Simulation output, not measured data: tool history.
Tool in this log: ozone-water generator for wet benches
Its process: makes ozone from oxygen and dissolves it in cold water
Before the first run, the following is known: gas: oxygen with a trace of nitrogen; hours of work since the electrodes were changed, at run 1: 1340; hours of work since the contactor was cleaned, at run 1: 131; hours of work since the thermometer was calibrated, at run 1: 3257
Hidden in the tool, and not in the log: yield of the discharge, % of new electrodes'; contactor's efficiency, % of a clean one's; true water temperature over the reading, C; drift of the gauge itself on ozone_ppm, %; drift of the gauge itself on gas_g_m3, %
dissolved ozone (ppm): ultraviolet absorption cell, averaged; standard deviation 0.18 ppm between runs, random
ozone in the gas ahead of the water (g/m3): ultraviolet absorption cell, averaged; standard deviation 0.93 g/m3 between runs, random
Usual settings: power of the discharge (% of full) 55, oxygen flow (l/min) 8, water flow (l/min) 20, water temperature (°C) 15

run	hour	power of the discharge (% of full)	oxygen flow (l/min)	water flow (l/min)	water temperature (°C)	hours of work since the electrodes were changed	hours of work since the contactor was cleaned	hours of work since the thermometer was calibrated	dissolved ozone (ppm)	ozone in the gas ahead of the water (g/m3)
1	0	55	8	20	15	1340	131	3257	25.6	155.8
2	41.8	55	8	20	15	1380	172	3297	25.2	156.9
# hour 60.4: water thermometer calibrated
3	82.3	55	8	20	15	1419	210	21	25.3	157.4
4	118.2	55	8	20	15	1454	245	56	25.7	158.5
5	140.2	55	8	20	22	1475	266	77	22.3	156.5
6	177.5	55	8	20	22	1511	302	113	22.4	156.9
7	211	55	8	20	22	1543	335	146	22.4	157.1
8	234.1	44	8	20	15	1566	357	168	21.3	132.6
9	256.5	44	8	20	15	1587	379	189	21.7	132
10	299.2	68	9.03	18	13	1628	420	231	32.3	170.5
11	319.1	55	4.14	20	15	1648	439	250	27.3	241.7
12	343.8	55	4.14	20	15	1672	463	274	27.4	243.4
13	376.5	55	8	20	8	1703	495	305	28.6	155.5
14	404.5	58	4.77	20	17	1730	522	333	27.6	232.5
15	445.9	58	4.77	20	17	1770	562	373	27.6	233
16	474.5	55	4.86	21	15	1798	589	400	26	219.3
17	518	55	5.45	15	8	1840	631	442	36.5	201.4
18	549.3	67	8	20	7	1870	662	472	33.4	182.8

Each row is a separate what-if for the run after 18, all from the same tool condition, not one after another. Results?
A	592.3	67	7.87	20	10	1912	703	514	?	?
B	592.3	55	8.38	20	15	1912	703	514	?	?
C	592.3	55	12.17	20	15	1912	703	514	?	?
D	592.3	55	12.48	20	15	1912	703	514	?	?
E	592.3	67	8	13	7	1912	703	514	?	?

run	dissolved ozone (ppm)	ozone in the gas ahead of the water (g/m3)
A	31.8	185.6
B	25.2	150.6
C	22.6	118.7
D	22.4	115.8
E	43.1	184.4
The same runs, with their run-to-run variation unchanged, on a tool lacking any hidden condition would have given:
run	dissolved ozone (ppm)	ozone in the gas ahead of the water (g/m3)
A	31.8	185.7
B	25.2	150.6
C	22.6	118.7
D	22.4	115.8
E	43.1	184.4
